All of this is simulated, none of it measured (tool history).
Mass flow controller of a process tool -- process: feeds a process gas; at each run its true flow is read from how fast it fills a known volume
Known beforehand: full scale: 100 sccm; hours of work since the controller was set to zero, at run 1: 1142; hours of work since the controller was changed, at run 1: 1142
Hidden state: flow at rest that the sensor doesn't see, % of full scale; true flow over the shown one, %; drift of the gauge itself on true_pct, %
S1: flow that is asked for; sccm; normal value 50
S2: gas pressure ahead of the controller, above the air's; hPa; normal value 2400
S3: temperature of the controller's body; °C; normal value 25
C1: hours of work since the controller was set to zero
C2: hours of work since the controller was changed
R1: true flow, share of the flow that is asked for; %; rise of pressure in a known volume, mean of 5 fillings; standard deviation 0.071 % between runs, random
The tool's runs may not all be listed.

run	hour	S1	S2	S3	C1	C2	R1
1	0	50	2400	25	1142	1142	100.23
2	123.7	50	2400	25	1219	1219	100.23
3	184.9	50	2400	25	1257	1257	100.05
4	301.2	50	2400	25	1330	1330	100.16
5	419	50	2400	39	1403	1403	99.86
6	482	50	2400	25	1442	1442	100.3
7	555.6	50	2400	25	1488	1488	100.34
8	665.6	50	1910	26	1557	1557	100.08
9	765	50	1910	26	1619	1619	100.08
# hour 770.6: controller's zero set anew
10	864.1	19	2400	22	58	1680	101.21
11	921.3	19	2400	22	94	1716	101.29
12	1019.9	50	1600	22	155	1777	100.34
13	1144.1	50	1990	22	233	1855	100.51

5 ways to go on from here, each from the tool as it stands after run 13. What would each give?
# hour 1206.4: controller's zero set anew, once more
A	1206.4	14	1470	25	0	1893	?
# hour 1206.4: controller's zero set anew, once more
B	1206.4	36	2760	24	0	1893	?
# hour 1206.4: controller's zero set anew, once more
C	1206.4	50	1520	25	0	1893	?
# hour 1206.4: controller's zero set anew, once more
D	1206.4	57	2400	21	0	1893	?
# hour 1206.4: controller's zero set anew, once more
E	1206.4	14	2690	25	0	1893	?

run	R1
A	99.29
B	100.47
C	99.73
D	100.6
E	100.05
Stripped of hidden state, with their random variation kept, the same runs would have yielded:
run	R1
A	98.48
B	99.77
C	99.04
D	99.92
E	99.23

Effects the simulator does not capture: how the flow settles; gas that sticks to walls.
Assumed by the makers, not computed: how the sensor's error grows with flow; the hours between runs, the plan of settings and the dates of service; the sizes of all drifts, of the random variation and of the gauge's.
